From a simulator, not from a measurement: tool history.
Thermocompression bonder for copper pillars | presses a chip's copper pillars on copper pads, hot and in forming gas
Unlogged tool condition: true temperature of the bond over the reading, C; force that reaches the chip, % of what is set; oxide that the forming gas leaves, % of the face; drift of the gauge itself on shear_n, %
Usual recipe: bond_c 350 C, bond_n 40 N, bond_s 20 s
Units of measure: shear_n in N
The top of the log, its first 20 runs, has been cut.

| run | hour | bond_c | bond_n | bond_s | hours of work since the heater was calibrated | hours of work since the force cell was calibrated | hours of work since the gas filter was changed | shear_n |
|---|---|---|---|---|---|---|---|---|
| 21 | 458.5 | 345 | 40 | 24 | 158 | 27 | 20 | 82.1 |
| 22 | 473.7 | 350 | 26 | 20 | 164 | 34 | 26 | 68 |
| 23 | 492 | 350 | 26 | 20 | 172 | 41 | 34 | 67 |
| 24 | 511.4 | 355 | 36 | 13 | 180 | 49 | 42 | 70 |
| 25 | 545.3 | 355 | 47 | 38 | 194 | 64 | 57 | 94.5 |
| 26 | 582.3 | 353 | 39 | 20 | 210 | 79 | 72 | 77.5 |
| 27 | 608.6 | 325 | 26 | 22 | 221 | 91 | 83 | 52.4 |
| 28 | 632.6 | 325 | 26 | 22 | 231 | 101 | 93 | 51.7 |
| 29 | 651.1 | 323 | 40 | 27 | 239 | 109 | 101 | 64.7 |
| 30 | 682.1 | 363 | 30 | 38 | 252 | 122 | 114 | 83.8 |
| 31 | 700.3 | 363 | 30 | 38 | 260 | 129 | 122 | 83.7 |
| 32 | 719.4 | 377 | 38 | 20 | 268 | 137 | 130 | 84.1 |

What if the next run were any one of these 3? Each begins from the tool's condition after run 32:
|  | 746.6 | forming gas filter changed |
| A | 748.1 | 372 | 33 | 17 | 280 | 149 | 1 | ? |
|  | 746.6 | forming gas filter changed |
| B | 748.1 | 377 | 38 | 41 | 280 | 149 | 1 | ? |
|  | 746.6 | forming gas filter changed |
| C | 748.1 | 375 | 43 | 11 | 280 | 149 | 1 | ? |

| run | shear_n |
|---|---|
| A | 85 |
| B | 103.6 |
| C | 85 |
With the hidden condition removed and each run's random variation left untouched, the same runs would have given:
| run | shear_n |
|---|---|
| A | 84.3 |
| B | 103.3 |
| C | 84.3 |

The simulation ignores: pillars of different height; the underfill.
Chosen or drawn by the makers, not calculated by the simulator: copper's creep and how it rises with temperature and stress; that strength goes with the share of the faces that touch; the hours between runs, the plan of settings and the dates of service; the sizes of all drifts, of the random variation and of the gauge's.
